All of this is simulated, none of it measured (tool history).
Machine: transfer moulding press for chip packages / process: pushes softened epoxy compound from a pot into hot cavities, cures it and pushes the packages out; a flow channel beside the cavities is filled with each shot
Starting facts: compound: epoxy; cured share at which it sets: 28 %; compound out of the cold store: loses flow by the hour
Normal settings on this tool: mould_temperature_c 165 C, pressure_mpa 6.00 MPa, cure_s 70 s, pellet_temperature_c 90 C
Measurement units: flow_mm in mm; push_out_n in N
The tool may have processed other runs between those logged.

run   hour  mould_temperature_c  pressure_mpa  cure_s  pellet_temperature_c  incoming compound's hours out of the cold store  flow_mm  push_out_n
  1    0.0                  165          6.00      70                    90                                             40.3      795         550
  2    9.7                  165          6.00      70                    90                                             20.1      900         645
      16.4  -- cavities cleaned with cleaning compound and waxed
  3   16.4                  165          6.00      70                    90                                             18.4      911         769
  4   26.1                  165          6.00      70                    90                                             37.8      808         730
  5   36.1                  165          6.00      99                    90                                             35.6      799         666
  6   41.7                  165          6.00      99                    82                                             39.3      799         645
      44.2  -- cavities cleaned with cleaning compound and waxed
      50.0  -- cavities cleaned with cleaning compound and waxed, once more
  7   54.3                  165          6.00      99                    82                                             29.1      839         416
  8   59.0                  165          6.00      99                    82                                             45.2      757         462
  9   68.3                  165          6.00      70                    90                                              9.5      961         636
 10   74.5                  165          6.00      70                    90                                             15.5      917         676
      78.2  -- cavities cleaned with cleaning compound and waxed
 11   82.1                  165          6.00      70                    90                                             29.4      836         452
 12   92.8                  165          6.00      70                    90                                             40.5      780         543
 13  101.6                  165          6.00      70                    90                                             37.7      795         625
     106.2  -- cavities cleaned with cleaning compound and waxed
 14  111.9                  165          6.00      70                    90                                             13.6      918         482
 15  117.5                  165          6.00      70                    90                                             15.3      908         532
 16  125.2                  165          6.00      70                    90                                             12.7      929         597
     134.2  -- cavities cleaned with cleaning compound and waxed
     139.1  -- plunger's sealing rings changed
 17  140.4                  165          6.00      70                    90                                              8.6      985         468
 18  149.2                  165          4.84      70                    90                                             13.3      833         538
 19  160.2                  160          4.84      63                    86                                             33.6      764        1009
     164.4  -- cavities cleaned with cleaning compound and waxed
 20  171.3                  165          6.97     104                    85                                             47.4      828         410
 21  176.1                  169          6.52      70                    90                                             17.7      942         485
 22  186.0                  168          6.00      88                    90                                             46.4      751         534
     192.2  -- cavities cleaned with cleaning compound and waxed
 23  192.3                  164          7.29     108                    97                                             37.0      893         343
 24  201.4                  165          6.00      58                    93                                             27.3      846         714
 25  211.7                  165          6.00      58                    93                                             16.9      914         849
     219.9  -- cavities cleaned with cleaning compound and waxed
 26  220.7                  171          6.00      82                    91                                             18.3      895         343
 27  227.4                  171          6.00      82                    91                                             40.6      774         433
 28  237.3                  167          6.00      78                    84                                             25.2      862         526
 29  243.1                  160          5.16      77                    86                                             40.1      739         670

Here are 3 independent what-if runs from the current tool condition. What would each one return?
     247.7  -- cavities cleaned with cleaning compound and waxed
  A  255.7                  161          6.32      70                    95                                             11.2        ?           ?
     247.7  -- cavities cleaned with cleaning compound and waxed
  B  255.7                  165          5.99      94                    85                                             41.8        ?           ?
     247.7  -- cavities cleaned with cleaning compound and waxed
  C  255.7                  165          6.00      70                    90                                             44.2        ?           ?

run  flow_mm  push_out_n
  A      971         606
  B      773         423
  C      758         475
Take away the tool's hidden state, keep each run's random variation, and the runs would have read:
run  flow_mm  push_out_n
  A      997         502
  B      793         341
  C      778         389

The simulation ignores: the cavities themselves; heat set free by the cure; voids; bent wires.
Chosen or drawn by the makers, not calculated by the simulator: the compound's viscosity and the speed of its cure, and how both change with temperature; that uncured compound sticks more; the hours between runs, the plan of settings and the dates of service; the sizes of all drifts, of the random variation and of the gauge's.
